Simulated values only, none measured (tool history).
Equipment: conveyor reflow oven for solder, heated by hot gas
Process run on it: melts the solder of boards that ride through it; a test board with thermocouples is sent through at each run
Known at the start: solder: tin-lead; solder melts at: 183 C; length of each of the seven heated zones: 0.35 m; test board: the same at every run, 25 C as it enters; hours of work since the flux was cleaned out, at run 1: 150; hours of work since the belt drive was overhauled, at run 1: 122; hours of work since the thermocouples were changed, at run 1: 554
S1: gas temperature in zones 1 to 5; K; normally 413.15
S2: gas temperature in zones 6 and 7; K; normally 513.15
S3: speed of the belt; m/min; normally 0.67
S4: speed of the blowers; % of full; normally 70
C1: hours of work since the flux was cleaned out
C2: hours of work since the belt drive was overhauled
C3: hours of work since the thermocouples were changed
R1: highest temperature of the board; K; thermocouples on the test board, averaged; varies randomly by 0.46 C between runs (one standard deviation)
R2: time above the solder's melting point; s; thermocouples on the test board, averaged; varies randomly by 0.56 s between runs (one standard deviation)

run   hour      S1      S2     S3  S4   C1   C2   C3      R1    R2
  1      0  413.15  513.15   0.67  70  150  122  554  490.55  47.4
  2    8.9  413.15  520.15   0.67  70  154  126  558  496.65  50.5
  3     17  413.15  520.15   0.67  70  157  129  561  496.95  49.5
  4   22.1  413.15  520.15   0.67  70  159  131  563  497.35  50.2
  5   29.6  413.15  513.15   0.67  52  162  134  566  487.15  43.8
      35.6  -- flux residue cleaned out of gas plates and filters
  6   44.8  415.15  513.15   0.67  70    4  138  570  490.25  47.4
  7   52.3  413.15  513.15   0.67  70    7  141  573  489.55  45.1
  8   60.6  413.15  513.15   0.67  70   10  144  577  490.55  45.9
  9   67.8  413.15  513.15   0.67  70   13  147  580  489.35  45.7
 10     76  413.15  513.15   0.67  70   16  151  583  489.55  45.4
      87.9  -- flux residue cleaned out of gas plates and filters, once more
 11   89.6  413.15  513.15  0.543  88    1  154  586  501.65  66.6
 12   95.2  413.15  506.15   0.67  55    3  156  589  484.45  42.1
 13  104.5  413.15  506.15   0.67  55    7  160  592  484.25  42.6
 14  113.8  399.15  513.15   0.67  73   10  164  596  489.65  43.1
 15  118.4  412.15  524.15   0.65  90   12  166  598  506.05  58.1

Here are 5 independent what-if runs from the current tool condition. What would each one return?
  A  128.2  407.15  518.15   0.65  56  16  170  602   ?   ?
  B  128.2  420.15  513.15   0.67  70  16  170  602   ?   ?
  C  128.2  399.15  516.15   0.76  90  16  170  602   ?   ?
  D  128.2  406.15  504.15  0.578  70  16  170  602   ?   ?
  E  128.2  413.15  524.15  0.566  76  16  170  602   ?   ?

run      R1    R2
  A  493.35  49.2
  B  493.45    52
  C  490.05  37.9
  D  488.45  50.3
  E  508.65  67.2
Had the tool no hidden state, the same runs would have come out as:
run      R1    R2
  A  494.85  50.2
  B  494.95  52.8
  C  491.75  38.8
  D  490.05  51.4
  E  510.25  67.8
